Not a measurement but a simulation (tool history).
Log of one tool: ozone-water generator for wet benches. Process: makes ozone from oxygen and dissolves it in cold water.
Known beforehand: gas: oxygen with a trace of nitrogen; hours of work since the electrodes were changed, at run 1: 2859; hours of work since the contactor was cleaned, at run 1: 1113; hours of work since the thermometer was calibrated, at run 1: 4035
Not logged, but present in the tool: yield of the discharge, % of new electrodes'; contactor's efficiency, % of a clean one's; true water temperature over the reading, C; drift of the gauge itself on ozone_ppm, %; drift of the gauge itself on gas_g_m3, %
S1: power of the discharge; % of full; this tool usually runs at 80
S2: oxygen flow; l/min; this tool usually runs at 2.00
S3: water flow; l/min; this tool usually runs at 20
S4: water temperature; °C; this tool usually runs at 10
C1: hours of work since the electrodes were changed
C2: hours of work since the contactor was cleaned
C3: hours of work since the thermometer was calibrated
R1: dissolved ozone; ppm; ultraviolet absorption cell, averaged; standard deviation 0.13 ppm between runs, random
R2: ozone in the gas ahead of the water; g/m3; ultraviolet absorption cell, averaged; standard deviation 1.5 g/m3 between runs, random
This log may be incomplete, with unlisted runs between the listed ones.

{"run": 1, "hour": 0.0, "S1": 80, "S2": 2.0, "S3": 20, "S4": 10, "C1": 2859, "C2": 1113, "C3": 4035, "R1": 13.0, "R2": 254.1}
{"run": 2, "hour": 149.9, "S1": 80, "S2": 2.0, "S3": 20, "S4": 16, "C1": 2996, "C2": 1250, "C3": 4172, "R1": 12.4, "R2": 250.3}
{"run": 3, "hour": 308.0, "S1": 80, "S2": 2.0, "S3": 20, "S4": 16, "C1": 3141, "C2": 1394, "C3": 4317, "R1": 12.3, "R2": 246.6}
{"run": 4, "hour": 399.4, "S1": 80, "S2": 2.0, "S3": 20, "S4": 10, "C1": 3225, "C2": 1478, "C3": 4401, "R1": 12.7, "R2": 249.8}
{"run": 5, "hour": 520.4, "S1": 80, "S2": 2.0, "S3": 20, "S4": 17, "C1": 3335, "C2": 1589, "C3": 4511, "R1": 12.3, "R2": 249.0}
{"run": 6, "hour": 646.1, "S1": 80, "S2": 2.0, "S3": 20, "S4": 10, "C1": 3450, "C2": 1704, "C3": 4626, "R1": 12.7, "R2": 247.2}
{"run": 7, "hour": 726.9, "S1": 80, "S2": 2.0, "S3": 19, "S4": 10, "C1": 3524, "C2": 1778, "C3": 4700, "R1": 13.2, "R2": 247.1}
{"run": 8, "hour": 875.8, "S1": 80, "S2": 2.0, "S3": 20, "S4": 10, "C1": 3660, "C2": 1914, "C3": 4836, "R1": 12.3, "R2": 244.6}
{"run": 9, "hour": 947.3, "S1": 80, "S2": 2.0, "S3": 20, "S4": 10, "C1": 3726, "C2": 1979, "C3": 4902, "R1": 12.7, "R2": 244.9}
{"run": 10, "hour": 1099.3, "S1": 80, "S2": 2.0, "S3": 14, "S4": 10, "C1": 3865, "C2": 2118, "C3": 5041, "R1": 18.0, "R2": 241.4}
{"run": 11, "hour": 1257.9, "S1": 80, "S2": 2.0, "S3": 20, "S4": 10, "C1": 4010, "C2": 2264, "C3": 5186, "R1": 12.3, "R2": 241.8}
{"hour": 1327.5, "done": "water thermometer calibrated"}
{"run": 12, "hour": 1395.2, "S1": 80, "S2": 2.0, "S3": 23, "S4": 10, "C1": 4135, "C2": 2389, "C3": 62, "R1": 10.7, "R2": 240.3}
{"run": 13, "hour": 1517.7, "S1": 80, "S2": 2.0, "S3": 23, "S4": 10, "C1": 4247, "C2": 2501, "C3": 174, "R1": 10.8, "R2": 240.2}
{"run": 14, "hour": 1629.4, "S1": 80, "S2": 2.0, "S3": 23, "S4": 10, "C1": 4349, "C2": 2603, "C3": 276, "R1": 10.4, "R2": 237.7}
{"run": 15, "hour": 1721.5, "S1": 59, "S2": 1.58, "S3": 19, "S4": 11, "C1": 4434, "C2": 2687, "C3": 360, "R1": 10.2, "R2": 231.2}
{"run": 16, "hour": 1856.5, "S1": 59, "S2": 2.63, "S3": 16, "S4": 9, "C1": 4557, "C2": 2811, "C3": 484, "R1": 13.3, "R2": 171.6}
{"run": 17, "hour": 1984.2, "S1": 59, "S2": 1.51, "S3": 32, "S4": 6, "C1": 4674, "C2": 2928, "C3": 601, "R1": 5.6, "R2": 236.2}
{"run": 18, "hour": 2069.6, "S1": 92, "S2": 1.86, "S3": 15, "S4": 7, "C1": 4752, "C2": 3006, "C3": 679, "R1": 17.5, "R2": 264.4}
{"run": 19, "hour": 2145.4, "S1": 92, "S2": 1.86, "S3": 15, "S4": 7, "C1": 4822, "C2": 3075, "C3": 748, "R1": 17.4, "R2": 265.1}
{"run": 20, "hour": 2300.8, "S1": 92, "S2": 2.23, "S3": 16, "S4": 11, "C1": 4964, "C2": 3217, "C3": 890, "R1": 16.4, "R2": 238.9}
{"run": 21, "hour": 2388.8, "S1": 80, "S2": 1.81, "S3": 20, "S4": 8, "C1": 5044, "C2": 3298, "C3": 971, "R1": 11.8, "R2": 246.3}
{"run": 22, "hour": 2515.8, "S1": 49, "S2": 2.34, "S3": 24, "S4": 8, "C1": 5160, "C2": 3414, "C3": 1087, "R1": 7.6, "R2": 164.2}
{"run": 23, "hour": 2607.9, "S1": 58, "S2": 2.0, "S3": 25, "S4": 10, "C1": 5245, "C2": 3498, "C3": 1172, "R1": 7.6, "R2": 195.5}
{"run": 24, "hour": 2691.9, "S1": 78, "S2": 1.38, "S3": 16, "S4": 13, "C1": 5322, "C2": 3575, "C3": 1248, "R1": 13.1, "R2": 281.8}
{"run": 25, "hour": 2787.8, "S1": 78, "S2": 1.38, "S3": 16, "S4": 13, "C1": 5409, "C2": 3663, "C3": 1336, "R1": 12.9, "R2": 281.9}
{"run": 26, "hour": 2918.1, "S1": 78, "S2": 1.38, "S3": 16, "S4": 13, "C1": 5529, "C2": 3782, "C3": 1455, "R1": 13.1, "R2": 279.3}

Below are 3 alternative next runs, each starting from the tool's condition after run 26. Predict each:
{"run": "A", "hour": 3010.3, "S1": 65, "S2": 2.0, "S3": 28, "S4": 10, "C1": 5613, "C2": 3866, "C3": 1540, "R1": "?", "R2": "?"}
{"run": "B", "hour": 3010.3, "S1": 78, "S2": 1.38, "S3": 16, "S4": 9, "C1": 5613, "C2": 3866, "C3": 1540, "R1": "?", "R2": "?"}
{"run": "C", "hour": 3010.3, "S1": 80, "S2": 2.0, "S3": 26, "S4": 10, "C1": 5613, "C2": 3866, "C3": 1540, "R1": "?", "R2": "?"}

run=A R1=7.1 R2=205.4
run=B R1=13.5 R2=280.7
run=C R1=8.5 R2=228.0
With no hidden state in the tool, these same runs would have given:
run=A R1=9.0 R2=244.0
run=B R1=17.2 R2=339.7
run=C R1=11.0 R2=276.6
